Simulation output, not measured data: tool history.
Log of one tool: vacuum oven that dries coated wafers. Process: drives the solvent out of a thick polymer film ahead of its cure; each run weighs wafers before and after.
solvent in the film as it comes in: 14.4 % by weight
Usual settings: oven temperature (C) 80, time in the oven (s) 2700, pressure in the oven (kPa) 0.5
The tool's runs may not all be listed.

run 1 hour=0 | oven_temperature_(C)=80 time_in_the_oven_(s)=2700 pressure_in_the_oven_(kPa)=0.5 | solvent_left_in_the_film_(%)=2.1
run 2 hour=42.1 | oven_temperature_(C)=80 time_in_the_oven_(s)=2700 pressure_in_the_oven_(kPa)=0.5 | solvent_left_in_the_film_(%)=2.09
run 3 hour=90.6 | oven_temperature_(C)=80 time_in_the_oven_(s)=4080 pressure_in_the_oven_(kPa)=0.5 | solvent_left_in_the_film_(%)=1.01
run 4 hour=149.3 | oven_temperature_(C)=80 time_in_the_oven_(s)=4080 pressure_in_the_oven_(kPa)=0.5 | solvent_left_in_the_film_(%)=1.01
run 5 hour=186 | oven_temperature_(C)=80 time_in_the_oven_(s)=4080 pressure_in_the_oven_(kPa)=0.5 | solvent_left_in_the_film_(%)=1
run 6 hour=234.9 | oven_temperature_(C)=80 time_in_the_oven_(s)=2700 pressure_in_the_oven_(kPa)=0.5 | solvent_left_in_the_film_(%)=2.05
run 7 hour=278.2 | oven_temperature_(C)=80 time_in_the_oven_(s)=2160 pressure_in_the_oven_(kPa)=0.5 | solvent_left_in_the_film_(%)=2.85
run 8 hour=318.2 | oven_temperature_(C)=80 time_in_the_oven_(s)=2700 pressure_in_the_oven_(kPa)=0.5 | solvent_left_in_the_film_(%)=2.05
run 9 hour=361.9 | oven_temperature_(C)=80 time_in_the_oven_(s)=2700 pressure_in_the_oven_(kPa)=0.5 | solvent_left_in_the_film_(%)=2.05
run 10 hour=409.2 | oven_temperature_(C)=80 time_in_the_oven_(s)=2700 pressure_in_the_oven_(kPa)=0.5 | solvent_left_in_the_film_(%)=2.02
run 11 hour=451.4 | oven_temperature_(C)=80 time_in_the_oven_(s)=2700 pressure_in_the_oven_(kPa)=0.5 | solvent_left_in_the_film_(%)=2.03
run 12 hour=503 | oven_temperature_(C)=80 time_in_the_oven_(s)=2700 pressure_in_the_oven_(kPa)=0.5 | solvent_left_in_the_film_(%)=2.04
run 13 hour=539.8 | oven_temperature_(C)=80 time_in_the_oven_(s)=2700 pressure_in_the_oven_(kPa)=0.5 | solvent_left_in_the_film_(%)=2.04
run 14 hour=584.8 | oven_temperature_(C)=80 time_in_the_oven_(s)=2700 pressure_in_the_oven_(kPa)=0.5 | solvent_left_in_the_film_(%)=2.02
run 15 hour=620.9 | oven_temperature_(C)=80 time_in_the_oven_(s)=2700 pressure_in_the_oven_(kPa)=0.5 | solvent_left_in_the_film_(%)=2
run 16 hour=662.2 | oven_temperature_(C)=80 time_in_the_oven_(s)=2700 pressure_in_the_oven_(kPa)=0.5 | solvent_left_in_the_film_(%)=2.01
run 17 hour=713.9 | oven_temperature_(C)=80 time_in_the_oven_(s)=2700 pressure_in_the_oven_(kPa)=0.5 | solvent_left_in_the_film_(%)=2
run 18 hour=740 | oven_temperature_(C)=80 time_in_the_oven_(s)=2700 pressure_in_the_oven_(kPa)=0.5 | solvent_left_in_the_film_(%)=2
run 19 hour=782 | oven_temperature_(C)=80 time_in_the_oven_(s)=2700 pressure_in_the_oven_(kPa)=0.5 | solvent_left_in_the_film_(%)=2
run 20 hour=832 | oven_temperature_(C)=80 time_in_the_oven_(s)=2700 pressure_in_the_oven_(kPa)=0.5 | solvent_left_in_the_film_(%)=1.98
run 21 hour=864 | oven_temperature_(C)=80 time_in_the_oven_(s)=2700 pressure_in_the_oven_(kPa)=0.5 | solvent_left_in_the_film_(%)=1.99
run 22 hour=902.2 | oven_temperature_(C)=80 time_in_the_oven_(s)=2700 pressure_in_the_oven_(kPa)=0.5 | solvent_left_in_the_film_(%)=1.97
run 23 hour=954.8 | oven_temperature_(C)=80 time_in_the_oven_(s)=2700 pressure_in_the_oven_(kPa)=0.5 | solvent_left_in_the_film_(%)=1.98
run 24 hour=990.6 | oven_temperature_(C)=65 time_in_the_oven_(s)=2700 pressure_in_the_oven_(kPa)=0.5 | solvent_left_in_the_film_(%)=6.85
run 25 hour=1037.9 | oven_temperature_(C)=65 time_in_the_oven_(s)=2700 pressure_in_the_oven_(kPa)=0.5 | solvent_left_in_the_film_(%)=6.75
-- hour=1072.1 oven's thermocouples calibrated
run 26 hour=1092.8 | oven_temperature_(C)=65 time_in_the_oven_(s)=2700 pressure_in_the_oven_(kPa)=0.5 | solvent_left_in_the_film_(%)=6.54
run 27 hour=1120.3 | oven_temperature_(C)=66 time_in_the_oven_(s)=3660 pressure_in_the_oven_(kPa)=0.5 | solvent_left_in_the_film_(%)=4.96
run 28 hour=1147.2 | oven_temperature_(C)=88 time_in_the_oven_(s)=3120 pressure_in_the_oven_(kPa)=0.595 | solvent_left_in_the_film_(%)=0.45
run 29 hour=1175.2 | oven_temperature_(C)=80 time_in_the_oven_(s)=2700 pressure_in_the_oven_(kPa)=0.427 | solvent_left_in_the_film_(%)=1.7
run 30 hour=1233.8 | oven_temperature_(C)=65 time_in_the_oven_(s)=2700 pressure_in_the_oven_(kPa)=1.963 | solvent_left_in_the_film_(%)=7.36
run 31 hour=1289.6 | oven_temperature_(C)=80 time_in_the_oven_(s)=4740 pressure_in_the_oven_(kPa)=0.716 | solvent_left_in_the_film_(%)=0.77
-- hour=1321.4 oven's thermocouples calibrated, once more
run 32 hour=1329.8 | oven_temperature_(C)=80 time_in_the_oven_(s)=4740 pressure_in_the_oven_(kPa)=0.716 | solvent_left_in_the_film_(%)=1.08
run 33 hour=1377.4 | oven_temperature_(C)=80 time_in_the_oven_(s)=4740 pressure_in_the_oven_(kPa)=0.716 | solvent_left_in_the_film_(%)=1.06
run 34 hour=1436.4 | oven_temperature_(C)=74 time_in_the_oven_(s)=3180 pressure_in_the_oven_(kPa)=1.606 | solvent_left_in_the_film_(%)=4.35
run 35 hour=1483.2 | oven_temperature_(C)=74 time_in_the_oven_(s)=3180 pressure_in_the_oven_(kPa)=1.606 | solvent_left_in_the_film_(%)=4.34
run 36 hour=1514.1 | oven_temperature_(C)=74 time_in_the_oven_(s)=2220 pressure_in_the_oven_(kPa)=0.459 | solvent_left_in_the_film_(%)=5.12
run 37 hour=1565.8 | oven_temperature_(C)=74 time_in_the_oven_(s)=2220 pressure_in_the_oven_(kPa)=0.459 | solvent_left_in_the_film_(%)=5.1
run 38 hour=1602.7 | oven_temperature_(C)=74 time_in_the_oven_(s)=2220 pressure_in_the_oven_(kPa)=0.459 | solvent_left_in_the_film_(%)=5.08
run 39 hour=1645.8 | oven_temperature_(C)=75 time_in_the_oven_(s)=3120 pressure_in_the_oven_(kPa)=1.232 | solvent_left_in_the_film_(%)=3.81
run 40 hour=1689.1 | oven_temperature_(C)=75 time_in_the_oven_(s)=3120 pressure_in_the_oven_(kPa)=1.232 | solvent_left_in_the_film_(%)=3.8
run 41 hour=1725.1 | oven_temperature_(C)=89 time_in_the_oven_(s)=1380 pressure_in_the_oven_(kPa)=0.593 | solvent_left_in_the_film_(%)=2.3
run 42 hour=1770.2 | oven_temperature_(C)=89 time_in_the_oven_(s)=1920 pressure_in_the_oven_(kPa)=0.593 | solvent_left_in_the_film_(%)=1.31
run 43 hour=1797.9 | oven_temperature_(C)=92 time_in_the_oven_(s)=4320 pressure_in_the_oven_(kPa)=0.67 | solvent_left_in_the_film_(%)=0.34
run 44 hour=1828.3 | oven_temperature_(C)=80 time_in_the_oven_(s)=4020 pressure_in_the_oven_(kPa)=1.967 | solvent_left_in_the_film_(%)=2.07
run 45 hour=1858.9 | oven_temperature_(C)=80 time_in_the_oven_(s)=4020 pressure_in_the_oven_(kPa)=1.967 | solvent_left_in_the_film_(%)=2.07
run 46 hour=1916.5 | oven_temperature_(C)=74 time_in_the_oven_(s)=1620 pressure_in_the_oven_(kPa)=0.551 | solvent_left_in_the_film_(%)=6.32

5 ways to go on from here, each from the tool as it stands after run 46. What would each give?
run A hour=1967.3 | oven_temperature_(C)=79 time_in_the_oven_(s)=1500 pressure_in_the_oven_(kPa)=0.861 | solvent_left_in_the_film_(%)=?
run B hour=1967.3 | oven_temperature_(C)=90 time_in_the_oven_(s)=1620 pressure_in_the_oven_(kPa)=0.551 | solvent_left_in_the_film_(%)=?
run C hour=1967.3 | oven_temperature_(C)=74 time_in_the_oven_(s)=2040 pressure_in_the_oven_(kPa)=0.472 | solvent_left_in_the_film_(%)=?
run D hour=1967.3 | oven_temperature_(C)=73 time_in_the_oven_(s)=1620 pressure_in_the_oven_(kPa)=0.392 | solvent_left_in_the_film_(%)=?
run E hour=1967.3 | oven_temperature_(C)=78 time_in_the_oven_(s)=2760 pressure_in_the_oven_(kPa)=0.285 | solvent_left_in_the_film_(%)=?

run=A solvent_left_in_the_film_(%)=5.14
run=B solvent_left_in_the_film_(%)=1.52
run=C solvent_left_in_the_film_(%)=5.41
run=D solvent_left_in_the_film_(%)=6.55
run=E solvent_left_in_the_film_(%)=2.75
Without the tool's hidden state the same runs would have given:
run=A solvent_left_in_the_film_(%)=5.2
run=B solvent_left_in_the_film_(%)=1.55
run=C solvent_left_in_the_film_(%)=5.46
run=D solvent_left_in_the_film_(%)=6.6
run=E solvent_left_in_the_film_(%)=2.78
